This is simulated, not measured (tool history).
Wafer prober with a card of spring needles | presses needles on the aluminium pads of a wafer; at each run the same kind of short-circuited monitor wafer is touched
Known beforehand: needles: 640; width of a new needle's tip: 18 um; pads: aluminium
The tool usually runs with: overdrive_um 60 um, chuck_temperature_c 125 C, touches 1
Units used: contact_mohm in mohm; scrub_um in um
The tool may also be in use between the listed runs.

| run | hour | overdrive_um | chuck_temperature_c | touches | contact_mohm | scrub_um |
|---|---|---|---|---|---|---|
| 1 | 0.0 | 60 | 125 | 1 | 280 | 8.78 |
| 2 | 9.7 | 60 | 125 | 1 | 291 | 8.80 |
| 3 | 29.2 | 60 | 125 | 1 | 312 | 8.76 |
|  | 35.1 | tips cleaned on abrasive film |
| 4 | 44.1 | 60 | 125 | 1 | 283 | 8.76 |
| 5 | 61.2 | 60 | 125 | 1 | 309 | 8.77 |
| 6 | 71.9 | 60 | 125 | 1 | 309 | 8.74 |
|  | 73.9 | tips cleaned on abrasive film |
| 7 | 86.5 | 60 | 125 | 2 | 282 | 8.78 |
| 8 | 102.4 | 60 | 125 | 2 | 294 | 8.74 |
|  | 111.4 | tips cleaned on abrasive film |
| 9 | 114.8 | 60 | 125 | 1 | 279 | 8.74 |
| 10 | 124.1 | 60 | 125 | 1 | 300 | 8.72 |
| 11 | 142.0 | 60 | 73 | 1 | 301 | 8.73 |
|  | 149.2 | tips cleaned on abrasive film |
| 12 | 151.4 | 60 | 73 | 1 | 265 | 8.73 |
| 13 | 160.7 | 60 | 73 | 1 | 280 | 8.73 |
| 14 | 171.8 | 60 | 38 | 1 | 283 | 8.70 |
|  | 186.3 | tips cleaned on abrasive film |
| 15 | 192.9 | 73 | 125 | 1 | 281 | 10.72 |
| 16 | 211.5 | 73 | 125 | 2 | 281 | 10.68 |
|  | 223.9 | tips cleaned on abrasive film |
| 17 | 226.0 | 60 | 125 | 1 | 282 | 8.73 |
| 18 | 245.7 | 78 | 38 | 1 | 269 | 11.39 |
|  | 261.3 | tips cleaned on abrasive film |
| 19 | 265.4 | 73 | 25 | 2 | 244 | 10.66 |
| 20 | 285.8 | 70 | 25 | 2 | 262 | 10.21 |
|  | 299.1 | tips cleaned on abrasive film |
| 21 | 306.7 | 51 | 85 | 2 | 274 | 7.29 |
| 22 | 327.3 | 51 | 85 | 2 | 295 | 7.33 |
|  | 336.8 | tips cleaned on abrasive film |
| 23 | 337.4 | 66 | 67 | 2 | 257 | 9.59 |
| 24 | 352.8 | 66 | 28 | 2 | 259 | 9.59 |
| 25 | 365.4 | 46 | 88 | 1 | 331 | 6.56 |
|  | 374.2 | tips cleaned on abrasive film |
| 26 | 386.3 | 48 | 84 | 2 | 288 | 6.85 |
| 27 | 398.4 | 59 | 70 | 3 | 269 | 8.49 |
| 28 | 408.0 | 59 | 70 | 3 | 275 | 8.51 |
|  | 411.5 | tips cleaned on abrasive film |
| 29 | 422.1 | 59 | 70 | 3 | 260 | 8.48 |
| 30 | 436.8 | 59 | 70 | 3 | 270 | 8.48 |
|  | 444.8 | height of the first contact set anew |
|  | 449.6 | tips cleaned on abrasive film |
| 31 | 458.2 | 46 | 58 | 2 | 274 | 6.88 |
| 32 | 475.9 | 46 | 58 | 2 | 292 | 6.90 |
| 33 | 485.7 | 46 | 58 | 2 | 301 | 6.93 |
|  | 487.4 | tips cleaned on abrasive film |
| 34 | 501.6 | 46 | 105 | 2 | 294 | 6.90 |

Branching from run 34: 4 alternative next runs. What would each branch give?
| A | 520.6 | 56 | 69 | 1 | ? | ? |
| B | 520.6 | 73 | 102 | 1 | ? | ? |
| C | 520.6 | 52 | 105 | 2 | ? | ? |
| D | 520.6 | 52 | 25 | 1 | ? | ? |

| run | contact_mohm | scrub_um |
|---|---|---|
| A | 313 | 8.42 |
| B | 294 | 10.92 |
| C | 304 | 7.79 |
| D | 312 | 7.79 |
Take away the tool's hidden state, keep each run's random variation, and the runs would have read:
| run | contact_mohm | scrub_um |
|---|---|---|
| A | 258 | 8.45 |
| B | 260 | 10.95 |
| C | 268 | 7.82 |
| D | 245 | 7.83 |

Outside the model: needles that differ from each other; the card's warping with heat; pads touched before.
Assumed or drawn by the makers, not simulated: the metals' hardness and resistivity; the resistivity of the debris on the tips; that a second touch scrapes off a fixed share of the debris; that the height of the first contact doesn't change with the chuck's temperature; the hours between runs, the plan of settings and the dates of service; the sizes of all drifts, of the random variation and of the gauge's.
